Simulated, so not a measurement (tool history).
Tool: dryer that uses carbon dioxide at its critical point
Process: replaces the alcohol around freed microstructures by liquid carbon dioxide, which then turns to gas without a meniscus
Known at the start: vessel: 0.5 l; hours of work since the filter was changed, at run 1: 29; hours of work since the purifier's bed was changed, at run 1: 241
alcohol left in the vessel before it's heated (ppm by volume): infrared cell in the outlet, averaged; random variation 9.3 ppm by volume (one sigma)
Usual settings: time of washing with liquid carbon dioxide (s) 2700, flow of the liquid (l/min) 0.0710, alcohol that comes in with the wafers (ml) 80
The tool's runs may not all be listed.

run	day	time of washing with liquid carbon dioxide (s)	flow of the liquid (l/min)	alcohol that comes in with the wafers (ml)	hours of work since the filter was changed	hours of work since the purifier's bed was changed	alcohol left in the vessel before it's heated (ppm by volume)
1	0.000	2700	0.0710	80	29	241	607
2	0.267	2700	0.0710	80	33	244	616
3	0.733	2700	0.0710	80	39	250	628
4	1.175	2700	0.0710	80	45	256	636
5	1.617	2700	0.0710	31	51	262	293
6	1.846	2700	0.0710	31	54	266	277
7	2.067	2700	0.0710	80	57	268	630
8	2.462	2700	0.0710	80	62	274	650
9	2.671	2700	0.0710	80	65	277	665
10	3.125	2700	0.0710	80	71	283	677
11	3.325	2700	0.0710	80	74	286	660
12	3.712	2160	0.0710	62	79	291	1561
13	3.954	2160	0.0710	62	82	294	1559
14	4.212	2160	0.0710	62	86	298	1565
15	4.429	1620	0.0710	30	89	300	2233
16	4.721	2700	0.0806	80	93	304	379
17	4.962	1860	0.0806	70	96	308	1925
18	5.412	3360	0.1199	37	102	314	74
19	5.721	2640	0.0496	41	106	318	1867

5 ways to go on from here, each from the tool as it stands after run 19. What would each give?
A	5.933	1800	0.0496	41	109	321	?
B	5.933	2700	0.0529	63	109	321	?
C	5.933	4260	0.0438	114	109	321	?
D	5.933	2520	0.0496	41	109	321	?
E	5.933	1980	0.1000	31	109	321	?

run	alcohol left in the vessel before it's heated (ppm by volume)
A	6064
B	2053
C	1074
D	2325
E	294
Without the tool's hidden state the same runs would have given:
run	alcohol left in the vessel before it's heated (ppm by volume)
A	5380
B	1671
C	801
D	1939
E	182
